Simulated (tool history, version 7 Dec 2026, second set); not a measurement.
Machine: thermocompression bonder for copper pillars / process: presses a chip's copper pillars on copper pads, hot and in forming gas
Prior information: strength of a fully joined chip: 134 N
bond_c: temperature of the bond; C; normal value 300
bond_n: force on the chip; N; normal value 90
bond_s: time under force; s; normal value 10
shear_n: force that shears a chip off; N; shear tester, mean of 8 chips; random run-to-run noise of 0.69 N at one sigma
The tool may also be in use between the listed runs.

run	hour	bond_c	bond_n	bond_s	shear_n
1	0	300	90	10	47.3
2	8.6	300	90	10	47.4
3	12.4	300	90	9	45
4	17.2	300	90	9	45
5	23.4	300	90	19	60.3
6	29.4	300	90	19	59.2
7	37.5	300	90	10	46.7
8	41.7	302	90	10	46.4
9	45.8	302	90	10	48
10	54.7	302	90	10	47.2
11	62.6	302	90	10	47.5
12	68.2	282	90	11	40.6
13	73.5	282	90	11	40.5
14	77.5	282	90	11	40.8

What does the tool deliver on the next run?
15	85	282	90	11	?

Run 15 yielded shear_n 41.4 N.
Minus the tool's unlogged condition, the same run would have read shear_n 41.6 N.
